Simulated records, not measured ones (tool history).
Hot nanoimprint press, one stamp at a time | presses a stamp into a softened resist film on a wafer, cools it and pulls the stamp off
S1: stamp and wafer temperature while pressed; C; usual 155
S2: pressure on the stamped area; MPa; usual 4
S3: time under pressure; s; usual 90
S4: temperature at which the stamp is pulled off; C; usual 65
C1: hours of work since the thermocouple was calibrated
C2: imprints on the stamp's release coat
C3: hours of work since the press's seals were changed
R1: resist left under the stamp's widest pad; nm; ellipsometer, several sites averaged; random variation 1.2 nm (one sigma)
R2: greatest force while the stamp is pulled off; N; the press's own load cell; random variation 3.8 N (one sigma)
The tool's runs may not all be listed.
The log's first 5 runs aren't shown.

run     day   S1    S2   S3  S4   C1    C2   C3     R1   R2
  6   2.838  155     4   90  65  192   272  442  180.2  186
  7   3.562  155     4   90  65  203   342  452  182.9  193
  8   4.258  155     4   90  65  213   409  462  180.8  195
  9   4.825  155     4   90  65  222   463  471  181.7  198
 10    5.25  155     4   90  65  228   504  477    179  196
 11   5.708  155     4   90  65  235   548  484  182.2  189
 12   6.171  155     4   90  65  241   593  491  180.7  205
 13   6.817  155  2.48   90  65  251   654  500  233.8  199
 14   7.188  155  2.48   90  65  256   690  505  231.4  208
 15     7.5  155  2.48   90  65  261   720  510  235.2  203
      7.658  -- plate thermocouple calibrated
 16   7.938  155   3.5  150  52    4   750  515    155  247
 17   8.633  152  2.97  139  53   14   817  525  198.4  238
 18   9.104  157  2.97  139  53   21   862  532  160.3  254
 19   9.696  145  2.64   90  63   30   919  540  323.6  215
 20  10.362  155     4   90  54   40   983  550  171.9  243
 21  11.088  155     4   90  54   50  1052  561  171.1  252
 22  11.462  155     4  177  54   56  1088  566  134.5  264
     11.979  -- plate thermocouple calibrated, once more
 23  12.154  155     4  177  54    3  1143  575  149.3  256
 24  12.783  155  5.25  177  73   12  1203  584  127.2  201
 25  13.267  151     4   90  64   19  1249  591  231.8  233
 26  13.942  145  5.12   90  52   29  1314  601  264.7  272
 27  14.375  145  5.12   90  52   35  1356  607  265.6  274
 28  15.038  152  5.68   65  73   45  1419  617  205.6  205

Forecast run 29:
 29  15.483  152  5.68  65  73  51  1462  624   ?   ?

R1: 205 nm
R2: 202 N
Without the tool's hidden state the same run would have given R1 202.3 nm, R2 155 N.
